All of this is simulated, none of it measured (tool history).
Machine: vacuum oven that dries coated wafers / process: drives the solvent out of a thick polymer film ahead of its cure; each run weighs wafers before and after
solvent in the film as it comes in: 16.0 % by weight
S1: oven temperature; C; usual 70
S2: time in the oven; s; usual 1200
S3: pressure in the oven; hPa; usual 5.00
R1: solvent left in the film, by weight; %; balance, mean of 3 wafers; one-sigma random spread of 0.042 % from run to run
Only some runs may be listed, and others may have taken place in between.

run 1 hour=0.0 | S1=70 S2=1200 S3=5.00 | R1=2.54
run 2 hour=11.1 | S1=70 S2=1200 S3=5.00 | R1=2.50
run 3 hour=28.0 | S1=70 S2=1200 S3=5.00 | R1=2.46
run 4 hour=37.7 | S1=70 S2=1200 S3=5.00 | R1=2.49
run 5 hour=48.1 | S1=70 S2=660 S3=5.00 | R1=5.06
run 6 hour=64.2 | S1=70 S2=660 S3=5.00 | R1=5.17
run 7 hour=79.0 | S1=70 S2=660 S3=5.00 | R1=5.13
run 8 hour=89.4 | S1=70 S2=1200 S3=5.00 | R1=2.45
run 9 hour=109.8 | S1=70 S2=1500 S3=5.00 | R1=1.56
run 10 hour=124.7 | S1=70 S2=1200 S3=16.99 | R1=2.74
run 11 hour=139.7 | S1=70 S2=1200 S3=5.54 | R1=2.45
run 12 hour=150.3 | S1=70 S2=1200 S3=5.54 | R1=2.40
run 13 hour=165.1 | S1=70 S2=1200 S3=5.00 | R1=2.31
run 14 hour=175.4 | S1=70 S2=1200 S3=5.00 | R1=2.44
run 15 hour=185.7 | S1=60 S2=1200 S3=5.00 | R1=5.19
run 16 hour=203.7 | S1=60 S2=1200 S3=5.00 | R1=5.19
run 17 hour=221.2 | S1=60 S2=1200 S3=6.25 | R1=5.18
run 18 hour=235.3 | S1=60 S2=1200 S3=6.25 | R1=5.25
run 19 hour=243.9 | S1=60 S2=1200 S3=6.25 | R1=5.20
run 20 hour=259.7 | S1=70 S2=840 S3=4.73 | R1=3.94
run 21 hour=279.4 | S1=70 S2=840 S3=4.73 | R1=3.85
run 22 hour=292.8 | S1=70 S2=660 S3=5.00 | R1=5.05
run 23 hour=306.1 | S1=70 S2=660 S3=5.00 | R1=5.01
run 24 hour=325.9 | S1=70 S2=660 S3=5.00 | R1=4.93
run 25 hour=342.3 | S1=83 S2=1200 S3=5.00 | R1=0.43
run 26 hour=361.3 | S1=83 S2=1200 S3=5.00 | R1=0.34
run 27 hour=381.0 | S1=62 S2=1200 S3=4.11 | R1=4.62
run 28 hour=397.9 | S1=61 S2=1320 S3=13.35 | R1=4.72
run 29 hour=408.1 | S1=56 S2=1200 S3=4.99 | R1=6.47
run 30 hour=419.5 | S1=56 S2=1320 S3=7.22 | R1=6.12
run 31 hour=428.2 | S1=56 S2=1320 S3=7.22 | R1=6.12
run 32 hour=441.1 | S1=70 S2=1860 S3=2.96 | R1=0.92

Below, some changes in R1 between adjacent runs. For each, the amount present without the hidden state too (settings, incoming material, random variation) and the amount remaining for the hidden state with gauge scatter not shared by both compared results:
What the log doesn't record here: true wafer temperature over the reading, C; true pressure over the reading, kPa; drift of the gauge itself on solvent_pct, %.
Run 24 -> 25: S1 70 -> 83, S2 660 -> 1200. R1 -4.50 %: hidden state +0.19, all else -4.69.
Run 26 -> 27: S1 83 -> 62, S3 5.00 -> 4.11. R1 +4.28 %: hidden state -0.22, all else +4.50.
Run 31 -> 32: S1 56 -> 70, S2 1320 -> 1860, S3 7.22 -> 2.96. R1 -5.20 %: hidden state +0.17, all else -5.37.

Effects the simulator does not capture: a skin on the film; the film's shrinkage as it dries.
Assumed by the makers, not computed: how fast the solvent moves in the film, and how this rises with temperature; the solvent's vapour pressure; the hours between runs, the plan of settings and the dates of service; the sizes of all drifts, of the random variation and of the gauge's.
